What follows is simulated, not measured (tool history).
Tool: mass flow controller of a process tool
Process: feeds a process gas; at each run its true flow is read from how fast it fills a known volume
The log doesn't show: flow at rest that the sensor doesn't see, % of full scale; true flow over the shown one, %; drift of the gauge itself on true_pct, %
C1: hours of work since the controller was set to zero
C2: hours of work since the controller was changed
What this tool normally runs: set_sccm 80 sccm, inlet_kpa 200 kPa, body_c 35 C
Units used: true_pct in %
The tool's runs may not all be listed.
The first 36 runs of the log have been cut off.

Run 37, hour 6299.8: usual settings but set_sccm 28 sccm, inlet_kpa 183 kPa, body_c 29 C; C1 1343; C2 6133. Result: true_pct 98.19 %.
Run 38, hour 6549.1: usual settings but set_sccm 25 sccm, inlet_kpa 183 kPa, body_c 29 C; C1 1443; C2 6234. Result: true_pct 98.03 %.
Run 39, hour 6659.5: usual settings but set_sccm 25 sccm, inlet_kpa 183 kPa, body_c 36 C; C1 1488; C2 6278. Result: true_pct 97.92 %.
Run 40, hour 6850.3: usual settings but set_sccm 25 sccm, inlet_kpa 183 kPa, body_c 32 C; C1 1565; C2 6355. Result: true_pct 98.04 %.
Run 41, hour 7081.1: usual settings but set_sccm 26 sccm, inlet_kpa 185 kPa, body_c 36 C; C1 1658; C2 6448. Result: true_pct 97.88 %.
Run 42, hour 7267.7: usual settings but set_sccm 82 sccm, body_c 34 C; C1 1734; C2 6524. Result: true_pct 98.57 %.
Run 43, hour 7485.5: usual settings but body_c 28 C; C1 1821; C2 6612. Result: true_pct 98.79 %.
Run 44, hour 7679.4: usual settings but set_sccm 11 sccm, body_c 25 C; C1 1900; C2 6690. Result: true_pct 100.03 %.
Run 45, hour 7897.5: usual settings but set_sccm 11 sccm, inlet_kpa 230 kPa, body_c 34 C; C1 1988; C2 6778. Result: true_pct 99.47 %.
Run 46, hour 8041.8: usual settings but set_sccm 11 sccm, inlet_kpa 230 kPa, body_c 34 C; C1 2046; C2 6836. Result: true_pct 99.61 %.
Run 47, hour 8191.8: usual settings but set_sccm 11 sccm, inlet_kpa 190 kPa, body_c 22 C; C1 2107; C2 6897. Result: true_pct 100.39 %.
Run 48, hour 8308.2: usual settings but inlet_kpa 180 kPa, body_c 38 C; C1 2154; C2 6944. Result: true_pct 98.54 %.

Each row is a separate what-if for the run after 48, all from the same tool condition, not one after another. Results?
Run A, hour 8527.1: usual settings but set_sccm 37 sccm, inlet_kpa 211 kPa, body_c 26 C; C1 2242; C2 7032. Result: true_pct ?.
Run B, hour 8527.1: usual settings but inlet_kpa 180 kPa, body_c 27 C; C1 2242; C2 7032. Result: true_pct ?.
Run C, hour 8527.1: usual settings but inlet_kpa 180 kPa, body_c 38 C; C1 2242; C2 7032. Result: true_pct ?.

run  true_pct
  A     98.36
  B     99.04
  C     98.38
The same runs, with their run-to-run variation unchanged, on a tool lacking any hidden condition would have given:
run  true_pct
  A     98.28
  B     99.54
  C     98.88
